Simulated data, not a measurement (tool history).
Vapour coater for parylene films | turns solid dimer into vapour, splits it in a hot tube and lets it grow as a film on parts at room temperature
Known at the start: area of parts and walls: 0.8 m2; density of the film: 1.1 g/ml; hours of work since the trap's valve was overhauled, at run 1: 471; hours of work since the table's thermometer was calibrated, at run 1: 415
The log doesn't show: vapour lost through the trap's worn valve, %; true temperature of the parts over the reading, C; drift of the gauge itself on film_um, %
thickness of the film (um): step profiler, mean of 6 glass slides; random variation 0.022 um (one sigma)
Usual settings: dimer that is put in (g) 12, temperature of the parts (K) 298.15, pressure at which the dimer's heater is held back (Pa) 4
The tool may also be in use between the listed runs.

run	hour	dimer that is put in (g)	temperature of the parts (K)	pressure at which the dimer's heater is held back (Pa)	hours of work since the trap's valve was overhauled	hours of work since the table's thermometer was calibrated	thickness of the film (um)
1	0	12	298.15	4	471	415	8.67
2	21	12	298.15	4	481	425	8.67
3	42.8	12	298.15	3.07	492	436	8.83
4	82.3	12	298.15	3.07	511	455	8.78
5	117.3	12	298.15	6.02	527	472	8.48
6	150.4	12	308.15	4	543	488	6.55
7	187.1	12	308.15	4	561	505	6.5
# hour 201.6: trap's valve overhauled
8	212.5	12	308.15	4	5	516	6.34
9	249	12	304.15	4	23	533	7.07
10	270.5	12	304.15	4	33	543	7.07
# hour 291.9: trap's valve overhauled, once more
11	317.7	12	298.15	9.14	12	564	8.63
12	348.3	12	298.15	4	27	579	9.05
13	369.9	12	298.15	4	38	589	9.03
14	410.1	15	298.15	4	57	609	11.27
15	431.5	12	292.15	4	67	619	10.67
16	452.4	12	292.15	4	77	629	10.68
17	499.1	12	292.15	4	100	652	10.62
18	538.4	12	292.15	4	119	671	10.61
19	578.2	11	292.15	3.69	138	690	9.77
20	605.1	11	295.15	2.65	151	703	9.13
21	632.7	6	298.15	3.72	164	716	4.5
22	679.7	12	293.15	11.56	187	739	9.69
23	713.8	6	308.15	4	203	755	3.37
24	754.4	12	304.15	5.65	223	775	7.41
25	790.4	12	304.15	2.02	240	792	7.81
26	827.7	12	304.15	4.49	258	810	7.49
27	862.2	12	303.15	4	275	827	7.77
28	898.6	13	302.15	4.91	292	844	8.51
29	923.9	11	302.15	4.91	304	856	7.21

5 ways to go on from here, each from the tool as it stands after run 29. What would each give?
A	971	7	300.15	2.56	327	879	?
B	971	5	298.15	4	327	879	?
C	971	12	298.15	2.33	327	879	?
D	971	19	298.15	2.06	327	879	?
E	971	16	302.15	4.91	327	879	?

run	thickness of the film (um)
A	5
B	3.7
C	9.12
D	14.53
E	10.47
Without the tool's hidden state the same runs would have given:
run	thickness of the film (um)
A	5.09
B	3.77
C	9.28
D	14.79
E	10.66
